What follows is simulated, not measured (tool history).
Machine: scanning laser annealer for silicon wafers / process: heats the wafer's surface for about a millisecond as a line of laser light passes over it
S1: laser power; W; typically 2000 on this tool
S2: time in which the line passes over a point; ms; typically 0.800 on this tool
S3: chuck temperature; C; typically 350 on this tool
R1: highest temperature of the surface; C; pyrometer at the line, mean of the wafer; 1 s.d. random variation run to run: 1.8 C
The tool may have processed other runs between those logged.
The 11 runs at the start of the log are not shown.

Run 12, hour 131.2: usual settings. Result: R1 1021 C.
Run 13, hour 140.2: usual settings. Result: R1 1027 C.
Run 14, hour 153.4: usual settings. Result: R1 1020 C.
Run 15, hour 162.1: usual settings. Result: R1 1024 C.
Run 16, hour 171.4: usual settings but S3 348 C. Result: R1 1024 C.
Run 17, hour 183.0: usual settings but S3 348 C. Result: R1 1019 C.
Run 18, hour 190.4: usual settings but S1 2166 W, S2 0.867 ms. Result: R1 1120 C.
Run 19, hour 202.6: usual settings but S1 2166 W, S2 0.867 ms. Result: R1 1125 C.
Run 20, hour 216.5: usual settings but S1 1806 W, S2 0.767 ms, S3 358 C. Result: R1 939 C.
Run 21, hour 232.9: usual settings but S1 1806 W, S2 0.620 ms. Result: R1 876 C.
Run 22, hour 240.6: usual settings but S1 1806 W, S2 0.620 ms. Result: R1 874 C.
Run 23, hour 249.5: usual settings but S1 1777 W, S2 0.762 ms, S3 344 C. Result: R1 911 C.
Run 24, hour 258.8: usual settings but S1 1777 W, S2 0.762 ms, S3 344 C. Result: R1 909 C.
Run 25, hour 265.9: usual settings but S2 0.890 ms, S3 341 C. Result: R1 1045 C.
Run 26, hour 279.8: usual settings but S2 0.667 ms, S3 322 C. Result: R1 937 C.
Run 27, hour 295.1: usual settings but S1 2131 W. Result: R1 1077 C.
Run 28, hour 308.5: usual settings but S1 2091 W, S2 0.691 ms. Result: R1 1012 C.
Run 29, hour 318.9: usual settings but S1 1938 W, S2 0.880 ms, S3 323 C. Result: R1 996 C.
Run 30, hour 335.4: usual settings but S1 1995 W, S2 0.885 ms. Result: R1 1048 C.
Run 31, hour 351.0: usual settings but S1 1730 W, S3 365 C. Result: R1 922 C.

Alternative continuations, all from the tool just after run 31; predict every row:
Run A, hour 366.1: usual settings but S2 0.605 ms, S3 328 C. Result: R1 ?.
Run B, hour 366.1: usual settings but S3 322 C. Result: R1 ?.
Run C, hour 366.1: usual settings but S1 2173 W, S3 365 C. Result: R1 ?.
Run D, hour 366.1: usual settings but S1 1998 W. Result: R1 ?.

run    R1
  A   915
  B   990
  C  1105
  D  1019
Take away the tool's hidden state, keep each run's random variation, and the runs would have read:
run    R1
  A   944
  B  1023
  C  1142
  D  1052

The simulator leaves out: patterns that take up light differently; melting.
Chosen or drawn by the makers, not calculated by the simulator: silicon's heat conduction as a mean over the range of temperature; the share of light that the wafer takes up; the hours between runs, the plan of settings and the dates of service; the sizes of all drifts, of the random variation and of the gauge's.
